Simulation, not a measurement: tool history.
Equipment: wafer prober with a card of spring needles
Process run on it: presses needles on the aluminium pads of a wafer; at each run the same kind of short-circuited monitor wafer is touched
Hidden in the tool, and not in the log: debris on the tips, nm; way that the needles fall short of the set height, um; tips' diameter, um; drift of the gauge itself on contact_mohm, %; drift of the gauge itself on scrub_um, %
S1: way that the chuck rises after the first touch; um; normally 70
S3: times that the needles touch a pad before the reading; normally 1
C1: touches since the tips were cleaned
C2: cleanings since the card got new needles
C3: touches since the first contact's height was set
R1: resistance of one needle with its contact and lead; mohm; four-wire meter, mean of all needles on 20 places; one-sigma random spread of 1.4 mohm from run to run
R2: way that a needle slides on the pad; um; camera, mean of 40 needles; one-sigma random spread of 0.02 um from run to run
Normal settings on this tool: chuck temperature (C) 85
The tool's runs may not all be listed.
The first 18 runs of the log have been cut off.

At hour 404.8: tips cleaned on abrasive film.
Run 19, hour 410.7: usual settings but S1 51 um, chuck temperature (C) 82, S3 2; C1 2091; C2 42; C3 63666. Result: R1 176 mohm, R2 8.21 um.
At hour 428.2: tips cleaned on abrasive film.
Run 20, hour 428.2: usual settings but S1 79 um, chuck temperature (C) 62; C1 0; C2 43; C3 69799. Result: R1 130 mohm, R2 12.83 um.
Run 21, hour 442.1: usual settings but S1 79 um, chuck temperature (C) 62; C1 4903; C2 43; C3 74702. Result: R1 166 mohm, R2 12.77 um.
At hour 450.2: tips cleaned on abrasive film.
Run 22, hour 461.4: usual settings but S1 76 um, chuck temperature (C) 106, S3 2; C1 3914; C2 44; C3 81436. Result: R1 158 mohm, R2 12.22 um.
At hour 472.1: tips cleaned on abrasive film.
Run 23, hour 487.3: usual settings but S1 89 um, chuck temperature (C) 106, S3 2; C1 5362; C2 45; C3 90551. Result: R1 152 mohm, R2 14.32 um.
At hour 493.5: tips cleaned on abrasive film.
Run 24, hour 513.6: usual settings but S1 61 um, chuck temperature (C) 80, S3 3; C1 7080; C2 46; C3 99793. Result: R1 158 mohm, R2 9.76 um.
At hour 515.5: tips cleaned on abrasive film.
Run 25, hour 526.5: usual settings but S1 88 um, chuck temperature (C) 80, S3 3; C1 3874; C2 47; C3 104288. Result: R1 139 mohm, R2 14.19 um.
At hour 538.6: tips cleaned on abrasive film.
Run 26, hour 541: usual settings but S1 61 um, chuck temperature (C) 27, S3 3; C1 860; C2 48; C3 109370. Result: R1 136 mohm, R2 9.71 um.
At hour 560.1: tips cleaned on abrasive film.
Run 27, hour 561: usual settings but S1 61 um, chuck temperature (C) 27, S3 3; C1 328; C2 49; C3 116386. Result: R1 131 mohm, R2 9.74 um.
Run 28, hour 574.1: usual settings but S1 61 um, chuck temperature (C) 27, S3 3; C1 4952; C2 49; C3 121010. Result: R1 150 mohm, R2 9.71 um.
At hour 581.7: tips cleaned on abrasive film.
Run 29, hour 587.1: usual settings but S1 54 um, S3 2; C1 1904; C2 50; C3 125549. Result: R1 169 mohm, R2 8.56 um.
Run 30, hour 602: usual settings but S1 77 um, chuck temperature (C) 47, S3 3; C1 7141; C2 50; C3 130786. Result: R1 145 mohm, R2 12.32 um.
At hour 604.2: tips cleaned on abrasive film.
Run 31, hour 615.9: usual settings but S1 55 um; C1 4109; C2 51; C3 135667. Result: R1 210 mohm, R2 8.68 um.
At hour 628.1: tips cleaned on abrasive film.
Run 32, hour 637.1: usual settings but S1 55 um; C1 3173; C2 52; C3 143105. Result: R1 208 mohm, R2 8.67 um.
At hour 643.7: height of the first contact set anew.
At hour 650.4: tips cleaned on abrasive film.
Run 33, hour 650.4: usual settings but S1 72 um, chuck temperature (C) 120; C1 0; C2 53; C3 2349. Result: R1 142 mohm, R2 11.76 um.
Run 34, hour 670.3: usual settings but chuck temperature (C) 43; C1 7017; C2 53; C3 9366. Result: R1 183 mohm, R2 11.46 um.

Consider 3 possible next runs. They are alternatives, not a sequence: every one starts from the tool as it was left by run 34. What does each give?
At hour 672.7: tips cleaned on abrasive film.
Run A, hour 688.3: usual settings but S1 57 um, S3 2; C1 5475; C2 54; C3 15649. Result: R1 ?, R2 ?.
At hour 672.7: tips cleaned on abrasive film.
Run B, hour 688.3: usual settings but chuck temperature (C) 43, S3 2; C1 5475; C2 54; C3 15649. Result: R1 ?, R2 ?.
At hour 672.7: tips cleaned on abrasive film.
Run C, hour 688.3: usual settings but S1 81 um, chuck temperature (C) 43, S3 2; C1 5475; C2 54; C3 15649. Result: R1 ?, R2 ?.

run   R1     R2
  A  182   9.32
  B  160  11.42
  C  151  13.24
What these runs would have given with no unlogged condition in the tool:
run   R1     R2
  A  136   9.35
  B  126  11.45
  C  124  13.28
